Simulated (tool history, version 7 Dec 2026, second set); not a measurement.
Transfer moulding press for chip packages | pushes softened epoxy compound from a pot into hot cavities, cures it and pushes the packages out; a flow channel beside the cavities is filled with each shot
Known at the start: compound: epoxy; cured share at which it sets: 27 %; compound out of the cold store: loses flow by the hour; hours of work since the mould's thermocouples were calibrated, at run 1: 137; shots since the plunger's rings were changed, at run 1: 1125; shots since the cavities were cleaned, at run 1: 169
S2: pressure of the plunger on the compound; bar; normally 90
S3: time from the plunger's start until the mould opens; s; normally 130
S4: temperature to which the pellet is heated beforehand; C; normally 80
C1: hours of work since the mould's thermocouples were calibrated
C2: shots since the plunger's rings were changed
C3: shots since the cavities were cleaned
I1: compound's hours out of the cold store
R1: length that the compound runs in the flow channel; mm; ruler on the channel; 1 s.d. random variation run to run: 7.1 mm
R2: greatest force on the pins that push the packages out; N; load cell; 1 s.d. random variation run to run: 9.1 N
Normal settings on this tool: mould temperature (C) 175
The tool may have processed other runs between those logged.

Run 1, hour 0: usual settings; C1 137; C2 1125; C3 169; I1 44.1. Result: R1 745 mm, R2 493 N.
Run 2, hour 11.7: usual settings but mould temperature (C) 176; C1 142; C2 1191; C3 235; I1 30.1. Result: R1 816 mm, R2 530 N.
Run 3, hour 19.6: usual settings but mould temperature (C) 176; C1 145; C2 1235; C3 279; I1 8.3. Result: R1 947 mm, R2 568 N.
Run 4, hour 30.9: usual settings but mould temperature (C) 176; C1 150; C2 1299; C3 343; I1 40.2. Result: R1 762 mm, R2 574 N.
Run 5, hour 37.8: usual settings but mould temperature (C) 176, S4 72 C; C1 153; C2 1338; C3 382; I1 9.1. Result: R1 946 mm, R2 628 N.
Run 6, hour 47.8: usual settings but mould temperature (C) 176, S4 72 C; C1 157; C2 1395; C3 439; I1 30.1. Result: R1 810 mm, R2 646 N.
At hour 50: cavities cleaned with cleaning compound and waxed.
Run 7, hour 56.8: usual settings but mould temperature (C) 176, S4 72 C; C1 160; C2 1438; C3 39; I1 42.1. Result: R1 761 mm, R2 414 N.
Run 8, hour 65.1: usual settings but mould temperature (C) 176, S4 72 C; C1 164; C2 1485; C3 86; I1 23.9. Result: R1 850 mm, R2 443 N.
Run 9, hour 74.9: usual settings; C1 168; C2 1540; C3 141; I1 11.9. Result: R1 914 mm, R2 533 N.
Run 10, hour 82.6: usual settings; C1 171; C2 1584; C3 185; I1 10.2. Result: R1 929 mm, R2 551 N.
Run 11, hour 93.4: usual settings; C1 176; C2 1645; C3 246; I1 31.9. Result: R1 792 mm, R2 576 N.
Run 12, hour 101: usual settings; C1 179; C2 1688; C3 289; I1 17.7. Result: R1 869 mm, R2 617 N.
Run 13, hour 107.5: usual settings but S4 81 C; C1 182; C2 1724; C3 325; I1 39.8. Result: R1 768 mm, R2 611 N.
Run 14, hour 120.4: usual settings but S4 79 C; C1 187; C2 1797; C3 398; I1 23.7. Result: R1 838 mm, R2 664 N.
Run 15, hour 126.8: usual settings but mould temperature (C) 171; C1 190; C2 1834; C3 435; I1 12.4. Result: R1 919 mm, R2 859 N.
At hour 129.5: cavities cleaned with cleaning compound and waxed.
Run 16, hour 139.8: usual settings but mould temperature (C) 173, S2 90.7 bar, S4 73 C; C1 195; C2 1899; C3 58; I1 39.5. Result: R1 772 mm, R2 473 N.
Run 17, hour 150.3: usual settings but mould temperature (C) 170, S2 70.1 bar, S3 163 s, S4 89 C; C1 199; C2 1958; C3 117; I1 12.9. Result: R1 813 mm, R2 484 N.
Run 18, hour 159.9: usual settings but mould temperature (C) 170, S2 70.1 bar, S3 163 s, S4 89 C; C1 203; C2 2012; C3 171; I1 34.3. Result: R1 702 mm, R2 510 N.
Run 19, hour 170.6: usual settings but mould temperature (C) 170, S2 70.1 bar, S3 163 s, S4 89 C; C1 208; C2 2073; C3 232; I1 42.2. Result: R1 666 mm, R2 547 N.
Run 20, hour 181: usual settings but mould temperature (C) 168, S4 79 C; C1 212; C2 2132; C3 291; I1 27.8. Result: R1 824 mm, R2 906 N.
Run 21, hour 191.1: usual settings but mould temperature (C) 168, S4 79 C; C1 216; C2 2189; C3 348; I1 30.2. Result: R1 828 mm, R2 901 N.
Run 22, hour 196.5: usual settings but mould temperature (C) 168, S4 79 C; C1 218; C2 2220; C3 379; I1 18.6. Result: R1 895 mm, R2 985 N.
Run 23, hour 206.7: usual settings but mould temperature (C) 173, S2 106.1 bar; C1 223; C2 2277; C3 436; I1 40.2. Result: R1 815 mm, R2 715 N.
At hour 210.1: cavities cleaned with cleaning compound and waxed.
Run 24, hour 214: usual settings but mould temperature (C) 180, S4 78 C; C1 225; C2 2310; C3 22; I1 11.1. Result: R1 896 mm, R2 372 N.
Run 25, hour 225.3: usual settings but mould temperature (C) 179, S4 85 C; C1 230; C2 2374; C3 86; I1 35.2. Result: R1 755 mm, R2 443 N.
Run 26, hour 237.6: usual settings but mould temperature (C) 179, S4 85 C; C1 235; C2 2444; C3 156; I1 37.8. Result: R1 757 mm, R2 455 N.
Run 27, hour 249.2: usual settings but S4 77 C; C1 240; C2 2509; C3 221; I1 10.2. Result: R1 913 mm, R2 581 N.
Run 28, hour 258.3: usual settings but mould temperature (C) 177, S3 167 s, S4 77 C; C1 244; C2 2561; C3 273; I1 41. Result: R1 736 mm, R2 502 N.
Run 29, hour 270.6: usual settings but mould temperature (C) 177, S2 108.1 bar, S3 167 s, S4 79 C; C1 249; C2 2630; C3 342; I1 46.5. Result: R1 778 mm, R2 538 N.
Run 30, hour 280.9: usual settings but mould temperature (C) 177, S2 108.1 bar, S3 167 s, S4 79 C; C1 253; C2 2689; C3 401; I1 11.6. Result: R1 972 mm, R2 553 N.

Hidden condition of the tool, last listed run before each entry between runs versus first listed run after:
Run 6 -> run 7: cavities cleaned with cleaning compound and waxed (hour 50)
  true mould temperature over the reading, C: 1.01 -> 1.02; pressure that reaches the compound, % of what is set: 95.24 -> 95.1; grip of the stained cavities, % over clean ones': 66.3 -> 9.3
  measured minus no-state result, R1: -23 -> -22 mm; R2: +244 -> +23 N
Run 15 -> run 16: cavities cleaned with cleaning compound and waxed (hour 129.5)
  true mould temperature over the reading, C: 1.09 -> 1.11; pressure that reaches the compound, % of what is set: 93.75 -> 93.54; grip of the stained cavities, % over clean ones': 69.4 -> 14.8
  measured minus no-state result, R1: -34 -> -29 mm; R2: +315 -> +39 N
Run 23 -> run 24: cavities cleaned with cleaning compound and waxed (hour 210.1)
  pressure that reaches the compound, % of what is set: 92.29 -> 92.18; grip of the stained cavities, % over clean ones': 70 -> 5.5
  measured minus no-state result, R1: -36 -> -40 mm; R2: +270 -> +12 N

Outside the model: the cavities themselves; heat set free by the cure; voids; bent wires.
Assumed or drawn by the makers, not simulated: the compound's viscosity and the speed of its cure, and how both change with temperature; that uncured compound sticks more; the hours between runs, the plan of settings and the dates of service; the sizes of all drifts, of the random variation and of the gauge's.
